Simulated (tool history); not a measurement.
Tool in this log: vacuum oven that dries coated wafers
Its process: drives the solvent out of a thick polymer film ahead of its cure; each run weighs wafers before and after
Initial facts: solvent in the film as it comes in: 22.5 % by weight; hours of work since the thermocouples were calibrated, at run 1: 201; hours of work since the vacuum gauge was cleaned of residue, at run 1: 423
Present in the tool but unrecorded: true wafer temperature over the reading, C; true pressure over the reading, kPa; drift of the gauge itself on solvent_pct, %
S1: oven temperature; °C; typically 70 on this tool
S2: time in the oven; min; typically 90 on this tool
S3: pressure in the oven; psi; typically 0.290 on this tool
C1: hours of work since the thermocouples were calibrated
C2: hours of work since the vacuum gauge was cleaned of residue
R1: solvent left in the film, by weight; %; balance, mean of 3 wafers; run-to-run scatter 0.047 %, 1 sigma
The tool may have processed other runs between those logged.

run	hour	S1	S2	S3	C1	C2	R1
1	0.0	70	90	0.290	201	423	4.45
2	33.1	70	90	0.376	216	438	4.95
3	67.7	70	90	0.376	231	454	4.95
4	135.8	70	90	0.376	263	485	4.90
5	170.2	70	90	0.376	278	500	4.89
6	238.5	70	90	0.157	309	532	3.75
7	310.3	70	90	0.157	342	564	3.66
8	369.4	70	90	0.157	369	591	3.75
9	422.2	70	90	0.157	393	615	3.74
10	473.1	70	90	0.157	416	639	3.75
11	503.0	70	90	0.157	430	652	3.70
12	552.7	70	65	0.157	453	675	5.57
13	622.7	70	65	0.157	485	707	5.55
14	668.9	70	65	0.157	506	728	5.53
15	719.4	56	90	0.290	529	751	11.98
16	770.6	56	90	0.290	552	774	12.20
17	828.1	74	90	0.290	579	801	2.89
18	866.3	74	90	0.290	596	818	2.85
19	918.0	74	90	0.434	620	842	3.61
20	953.6	74	90	0.434	636	858	3.67
21	989.1	74	90	0.434	652	874	3.67
22	1019.3	74	90	0.434	666	888	3.67
23	1079.2	74	90	0.434	693	915	3.62
24	1145.7	74	90	0.434	723	946	3.65
25	1188.2	70	57	1.056	743	965	10.70
26	1238.4	70	57	1.056	766	988	10.72
# hour 1280.0: oven's thermocouples calibrated
27	1304.7	70	138	0.848	11	1017	6.23
28	1352.2	70	138	0.499	33	1039	4.15
29	1415.2	62	90	0.290	62	1068	8.90
30	1480.8	59	58	0.682	92	1098	14.88
31	1535.4	59	58	0.682	117	1123	15.07
32	1593.0	84	47	0.290	143	1149	1.96
33	1647.5	70	79	0.162	168	1174	4.38
34	1701.8	67	48	0.197	192	1198	9.38
35	1768.7	70	155	0.657	223	1229	4.84
36	1809.9	70	90	1.099	242	1248	9.11
37	1847.5	79	90	0.284	259	1265	1.72
38	1890.1	70	49	0.418	278	1284	8.73
39	1962.4	70	49	0.418	311	1317	8.51
40	2007.4	70	49	0.418	332	1338	8.44
# hour 2024.9: vacuum gauge cleaned of residue and calibrated
41	2053.3	67	90	1.121	352	13	10.88
42	2096.7	80	90	0.290	372	33	1.55
43	2141.4	80	45	0.158	392	53	2.91
44	2176.6	70	132	0.644	408	69	5.09
45	2222.9	60	90	0.290	430	90	9.92
46	2270.6	60	90	0.290	451	112	9.86
47	2305.8	60	90	0.290	467	128	9.93

Some steps in R1, run to run, broken into two amounts with sign: the step expected even without the hidden condition (settings, incoming material, random variation), and the rest, left for the hidden condition together with whatever gauge scatter is not in both the measured and the hidden-condition-free result:
Run 16 -> 17: S1 56 -> 74. R1 -9.31 %: hidden state -0.01, all else -9.30.
Run 24 -> 25: S1 74 -> 70, S2 90 -> 57, S3 0.434 -> 1.056. R1 +7.05 %: hidden state +0.02, all else +7.03.
Run 26 -> 27: S2 57 -> 138, S3 1.056 -> 0.848, oven's thermocouples calibrated. R1 -4.49 %: hidden state -0.03, all else -4.46.
Run 31 -> 32: S1 59 -> 84, S2 58 -> 47, S3 0.682 -> 0.290. R1 -13.11 %: hidden state -0.01, all else -13.10.
Run 32 -> 33: S1 84 -> 70, S2 47 -> 79, S3 0.290 -> 0.162. R1 +2.42 %: hidden state +0.02, all else +2.40.
Run 41 -> 42: S1 67 -> 80, S3 1.121 -> 0.290. R1 -9.33 %: hidden state -0.02, all else -9.31.
